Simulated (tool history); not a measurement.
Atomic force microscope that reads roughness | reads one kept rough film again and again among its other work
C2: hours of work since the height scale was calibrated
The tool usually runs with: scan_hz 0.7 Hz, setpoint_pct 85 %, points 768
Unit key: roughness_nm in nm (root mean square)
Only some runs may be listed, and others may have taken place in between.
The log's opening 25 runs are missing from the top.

run 26 day=20.462 | scan_hz=3.276 setpoint_pct=63 points=661 | pictures_with_this_tip=89 C2=631 | roughness_nm=0.5225
-- day=20.75 new tip fitted
run 27 day=21.629 | scan_hz=3.276 setpoint_pct=63 points=661 | pictures_with_this_tip=46 C2=648 | roughness_nm=0.5214
run 28 day=22.233 | scan_hz=3.276 setpoint_pct=63 points=661 | pictures_with_this_tip=77 C2=657 | roughness_nm=0.5207
-- day=22.683 new tip fitted
run 29 day=23.429 | scan_hz=3.276 setpoint_pct=63 points=661 | pictures_with_this_tip=39 C2=675 | roughness_nm=0.5215
run 30 day=24.362 | scan_hz=3.276 setpoint_pct=63 points=661 | pictures_with_this_tip=87 C2=689 | roughness_nm=0.5224
-- day=24.688 new tip fitted
run 31 day=25.25 | scan_hz=0.971 setpoint_pct=63 points=380 | pictures_with_this_tip=29 C2=703 | roughness_nm=0.5596
run 32 day=26.088 | scan_hz=0.971 setpoint_pct=63 points=380 | pictures_with_this_tip=72 C2=715 | roughness_nm=0.5593
-- day=26.667 new tip fitted
run 33 day=27.017 | scan_hz=1.12 setpoint_pct=66 points=276 | pictures_with_this_tip=18 C2=729 | roughness_nm=0.5521
run 34 day=27.742 | scan_hz=0.883 setpoint_pct=76 points=921 | pictures_with_this_tip=56 C2=740 | roughness_nm=0.5457
-- day=28.604 new tip fitted
run 35 day=28.779 | scan_hz=2.918 setpoint_pct=76 points=822 | pictures_with_this_tip=9 C2=756 | roughness_nm=0.4814
run 36 day=29.804 | scan_hz=2.918 setpoint_pct=76 points=822 | pictures_with_this_tip=62 C2=771 | roughness_nm=0.4821

Predict each of these 4 candidate next runs independently; none follows another, all start after run 36:
run A day=30.338 | scan_hz=2.383 setpoint_pct=73 points=822 | pictures_with_this_tip=89 C2=779 | roughness_nm=?
run B day=30.338 | scan_hz=2.918 setpoint_pct=65 points=822 | pictures_with_this_tip=89 C2=779 | roughness_nm=?
run C day=30.338 | scan_hz=2.918 setpoint_pct=66 points=822 | pictures_with_this_tip=89 C2=779 | roughness_nm=?
run D day=30.338 | scan_hz=0.7 setpoint_pct=77 points=442 | pictures_with_this_tip=89 C2=779 | roughness_nm=?

run=A roughness_nm=0.5067
run=B roughness_nm=0.5211
run=C roughness_nm=0.5184
run=D roughness_nm=0.5495
What these runs would have given with no unlogged condition in the tool:
run=A roughness_nm=0.5066
run=B roughness_nm=0.5211
run=C roughness_nm=0.5183
run=D roughness_nm=0.5494
